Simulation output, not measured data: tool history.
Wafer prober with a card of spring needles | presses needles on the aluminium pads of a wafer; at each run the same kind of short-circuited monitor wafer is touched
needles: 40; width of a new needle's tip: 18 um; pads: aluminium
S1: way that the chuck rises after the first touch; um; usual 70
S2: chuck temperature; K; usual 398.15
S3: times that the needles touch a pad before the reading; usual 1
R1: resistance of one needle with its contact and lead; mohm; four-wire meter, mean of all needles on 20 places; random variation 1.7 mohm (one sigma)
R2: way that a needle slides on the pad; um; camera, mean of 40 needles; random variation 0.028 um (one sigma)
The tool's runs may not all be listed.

Run 1, hour 0: usual settings. Result: R1 199 mohm, R2 12.6 um.
At hour 8: tips cleaned on abrasive film.
At hour 16.1: tips cleaned on abrasive film.
Run 2, hour 24: usual settings. Result: R1 228 mohm, R2 12.61 um.
At hour 26.1: tips cleaned on abrasive film.
At hour 36: tips cleaned on abrasive film.
Run 3, hour 42.9: usual settings. Result: R1 226 mohm, R2 12.53 um.
At hour 44.7: tips cleaned on abrasive film.
At hour 54.5: tips cleaned on abrasive film.
At hour 64.4: tips cleaned on abrasive film.
At hour 72.5: tips cleaned on abrasive film.
Run 4, hour 73.2: usual settings. Result: R1 189 mohm, R2 12.45 um.
At hour 81: tips cleaned on abrasive film.
At hour 90.8: tips cleaned on abrasive film.
At hour 100.8: tips cleaned on abrasive film.
Run 5, hour 104.2: usual settings but S1 58 um. Result: R1 237 mohm, R2 10.21 um.
At hour 110.3: tips cleaned on abrasive film.
At hour 120.3: tips cleaned on abrasive film.
At hour 129.9: tips cleaned on abrasive film.
At hour 138.9: tips cleaned on abrasive film.
Run 6, hour 138.9: usual settings but S2 332.15 K. Result: R1 170 mohm, R2 12.34 um.
At hour 148.5: tips cleaned on abrasive film.
At hour 156.5: height of the first contact set anew.
At hour 158.6: tips cleaned on abrasive film.
Run 7, hour 161.3: usual settings. Result: R1 204 mohm, R2 13.02 um.
At hour 167.3: tips cleaned on abrasive film.
At hour 176.9: tips cleaned on abrasive film.
At hour 186.6: tips cleaned on abrasive film.
At hour 194.6: tips cleaned on abrasive film.
Run 8, hour 196: usual settings. Result: R1 193 mohm, R2 12.92 um.
At hour 204: tips cleaned on abrasive film.
At hour 213.8: tips cleaned on abrasive film.
At hour 223.4: tips cleaned on abrasive film.
Run 9, hour 230.2: usual settings but S3 2. Result: R1 207 mohm, R2 12.85 um.
At hour 232.3: tips cleaned on abrasive film.
At hour 241.6: tips cleaned on abrasive film.
Run 10, hour 246.4: usual settings but S3 2. Result: R1 204 mohm, R2 12.82 um.
At hour 250.4: tips cleaned on abrasive film.
At hour 258.5: tips cleaned on abrasive film.
At hour 267.9: tips cleaned on abrasive film.
Run 11, hour 269.5: usual settings but S1 58 um. Result: R1 211 mohm, R2 10.53 um.
At hour 277.4: tips cleaned on abrasive film.
At hour 287: tips cleaned on abrasive film.
At hour 296.9: tips cleaned on abrasive film.
Run 12, hour 303.4: usual settings but S1 58 um. Result: R1 260 mohm, R2 10.47 um.
At hour 305.5: tips cleaned on abrasive film.
At hour 315.5: tips cleaned on abrasive film.
At hour 323.9: tips cleaned on abrasive film.
Run 13, hour 323.9: usual settings but S1 58 um. Result: R1 187 mohm, R2 10.39 um.
At hour 333.9: tips cleaned on abrasive film.
At hour 343.7: tips cleaned on abrasive film.
At hour 353.6: tips cleaned on abrasive film.
Run 14, hour 356.9: usual settings but S1 58 um, S2 331.15 K. Result: R1 224 mohm, R2 10.28 um.
At hour 363: tips cleaned on abrasive film.
At hour 373: tips cleaned on abrasive film.
At hour 381: tips cleaned on abrasive film.
Run 15, hour 381.9: usual settings but S1 58 um, S2 332.15 K, S3 2. Result: R1 181 mohm, R2 10.28 um.
At hour 389.9: tips cleaned on abrasive film.
At hour 399.9: tips cleaned on abrasive film.
At hour 408: tips cleaned on abrasive film.
Run 16, hour 413.2: usual settings but S1 82 um, S2 307.15 K. Result: R1 199 mohm, R2 14.68 um.
At hour 417.1: tips cleaned on abrasive film.
At hour 426.9: tips cleaned on abrasive film.
At hour 436.6: tips cleaned on abrasive film.
Run 17, hour 439.1: usual settings. Result: R1 211 mohm, R2 12.41 um.
At hour 445.2: tips cleaned on abrasive film.
At hour 455: tips cleaned on abrasive film.
Run 18, hour 456: usual settings but S1 62 um, S2 381.15 K, S3 2. Result: R1 191 mohm, R2 10.85 um.
At hour 464.1: tips cleaned on abrasive film.
At hour 472.1: tips cleaned on abrasive film.
At hour 479.9: height of the first contact set anew.
At hour 481.9: tips cleaned on abrasive film.
At hour 492: tips cleaned on abrasive film.
Run 19, hour 493.1: usual settings but S1 62 um, S2 381.15 K, S3 2. Result: R1 194 mohm, R2 11.45 um.
At hour 500.9: tips cleaned on abrasive film.
At hour 508.9: tips cleaned on abrasive film.
Run 20, hour 515.4: usual settings but S1 68 um, S2 313.15 K. Result: R1 223 mohm, R2 12.55 um.
At hour 517.5: tips cleaned on abrasive film.
At hour 527.2: tips cleaned on abrasive film.
At hour 537.3: tips cleaned on abrasive film.
Run 21, hour 537.9: usual settings but S2 331.15 K. Result: R1 179 mohm, R2 12.87 um.
At hour 545.4: tips cleaned on abrasive film.
At hour 554.9: tips cleaned on abrasive film.
Run 22, hour 554.9: usual settings but S1 79 um, S2 371.15 K. Result: R1 176 mohm, R2 14.53 um.
At hour 564.7: tips cleaned on abrasive film.
At hour 574.3: tips cleaned on abrasive film.
Run 23, hour 579.3: usual settings but S1 79 um, S2 371.15 K. Result: R1 208 mohm, R2 14.44 um.
At hour 583.4: tips cleaned on abrasive film.
At hour 591.4: tips cleaned on abrasive film.
At hour 601.1: tips cleaned on abrasive film.
At hour 609.1: tips cleaned on abrasive film.
At hour 617.2: tips cleaned on abrasive film.
Run 24, hour 618.7: usual settings but S1 88 um, S2 328.15 K. Result: R1 176 mohm, R2 16.05 um.
At hour 626.4: tips cleaned on abrasive film.
At hour 636.4: tips cleaned on abrasive film.
At hour 646.3: tips cleaned on abrasive film.
Run 25, hour 651.2: usual settings but S2 309.15 K. Result: R1 216 mohm, R2 12.69 um.
At hour 655.3: tips cleaned on abrasive film.
At hour 665: tips cleaned on abrasive film.
At hour 673.1: tips cleaned on abrasive film.
At hour 681.1: tips cleaned on abrasive film.
Run 26, hour 686: usual settings but S2 303.15 K. Result: R1 221 mohm, R2 12.54 um.
At hour 689.9: tips cleaned on abrasive film.
At hour 699.8: tips cleaned on abrasive film.
At hour 707.8: tips cleaned on abrasive film.
Run 27, hour 713.8: usual settings but S1 78 um, S2 334.15 K. Result: R1 217 mohm, R2 13.98 um.

4 ways to go on from here, each from the tool as it stands after run 27. What would each give?
At hour 715.9: tips cleaned on abrasive film.
At hour 725.9: tips cleaned on abrasive film.
At hour 733.9: tips cleaned on abrasive film.
At hour 743.8: tips cleaned on abrasive film.
Run A, hour 746.8: usual settings but S1 52 um. Result: R1 ?, R2 ?.
At hour 715.9: tips cleaned on abrasive film.
At hour 725.9: tips cleaned on abrasive film.
At hour 733.9: tips cleaned on abrasive film.
At hour 743.8: tips cleaned on abrasive film.
Run B, hour 746.8: usual settings but S2 397.15 K. Result: R1 ?, R2 ?.
At hour 715.9: tips cleaned on abrasive film.
At hour 725.9: tips cleaned on abrasive film.
At hour 733.9: tips cleaned on abrasive film.
At hour 743.8: tips cleaned on abrasive film.
Run C, hour 746.8: usual settings but S1 78 um, S2 379.15 K. Result: R1 ?, R2 ?.
At hour 715.9: tips cleaned on abrasive film.
At hour 725.9: tips cleaned on abrasive film.
At hour 733.9: tips cleaned on abrasive film.
At hour 743.8: tips cleaned on abrasive film.
Run D, hour 746.8: usual settings but S1 55 um, S2 343.15 K. Result: R1 ?, R2 ?.

run   R1     R2
  A  255   9.06
  B  216  12.39
  C  203  13.94
  D  245   9.61
Without the tool's hidden state the same runs would have given:
run   R1     R2
  A  178   9.65
  B  172  12.98
  C  166  14.53
  D  170  10.21

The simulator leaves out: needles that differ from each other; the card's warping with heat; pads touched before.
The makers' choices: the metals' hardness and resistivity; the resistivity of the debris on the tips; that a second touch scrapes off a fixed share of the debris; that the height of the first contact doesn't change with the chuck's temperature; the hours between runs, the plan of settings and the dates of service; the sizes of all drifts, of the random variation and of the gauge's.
